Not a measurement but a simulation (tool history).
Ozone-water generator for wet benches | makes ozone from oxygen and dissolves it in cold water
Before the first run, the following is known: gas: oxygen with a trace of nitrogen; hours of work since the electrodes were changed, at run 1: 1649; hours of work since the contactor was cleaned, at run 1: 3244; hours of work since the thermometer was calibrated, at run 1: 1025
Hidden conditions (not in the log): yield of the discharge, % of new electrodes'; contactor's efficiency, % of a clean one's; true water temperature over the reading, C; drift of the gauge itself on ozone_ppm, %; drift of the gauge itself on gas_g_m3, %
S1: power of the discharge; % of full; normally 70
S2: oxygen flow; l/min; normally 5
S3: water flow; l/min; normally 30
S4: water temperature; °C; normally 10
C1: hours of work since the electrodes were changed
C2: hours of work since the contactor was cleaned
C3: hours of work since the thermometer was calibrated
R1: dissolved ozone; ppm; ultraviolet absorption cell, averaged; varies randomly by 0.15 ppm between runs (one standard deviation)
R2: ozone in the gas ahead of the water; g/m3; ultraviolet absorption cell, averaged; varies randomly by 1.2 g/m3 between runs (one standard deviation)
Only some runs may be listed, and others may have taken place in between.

run,hour,S1,S2,S3,S4,C1,C2,C3,R1,R2
1,0,70,5,30,10,1649,3244,1025,16.5,208.6
2,48.1,70,8.96,30,10,1692,3287,1069,17,147.1
3,86.3,70,5,30,10,1727,3322,1103,16.2,206.5
4,123.1,70,5,30,10,1760,3355,1136,16.4,204.3
5,166,70,5,30,10,1798,3393,1175,16.3,206.2
6,228.9,70,5,30,10,1855,3450,1232,16.3,204.8
7,266.6,70,5,30,10,1889,3484,1266,16,204
8,300.9,70,5,30,9,1920,3515,1296,16.4,204.4
9,364.6,70,5,30,13,1977,3572,1354,15.7,203.4
10,412.5,70,5,25,10,2021,3616,1397,19.2,204
11,472.6,70,5,25,10,2075,3670,1451,19.2,202.8
12,513.9,70,6.92,30,10,2112,3707,1488,16.6,169.3
13,576.5,70,6.92,30,10,2168,3763,1545,16.4,167.3
14,608.3,70,6.69,30,10,2197,3792,1574,16.2,169.9
15,664.9,70,5,30,10,2248,3843,1625,15.8,199.7
16,718.7,70,5,30,6,2297,3892,1673,16,200
17,752.1,85,6.58,30,6,2327,3922,1703,18.6,190.9
18,780.4,70,5,30,7,2352,3947,1729,16,199.9
19,826.8,70,5,30,7,2394,3989,1771,16,201
20,859.6,54,5,26,7,2424,4019,1800,16.1,172.2

Run 21, settings as shown, results not yet in. Your forecast:
21,908.2,54,5,26,7,2468,4063,1844,?,?

{"run 21": {"R1": 15.8, "R2": 168.4}}
Were there no unlogged condition in the tool, this run, its random variation unchanged, would have produced R1 18.5 ppm, R2 186.4 g/m3.
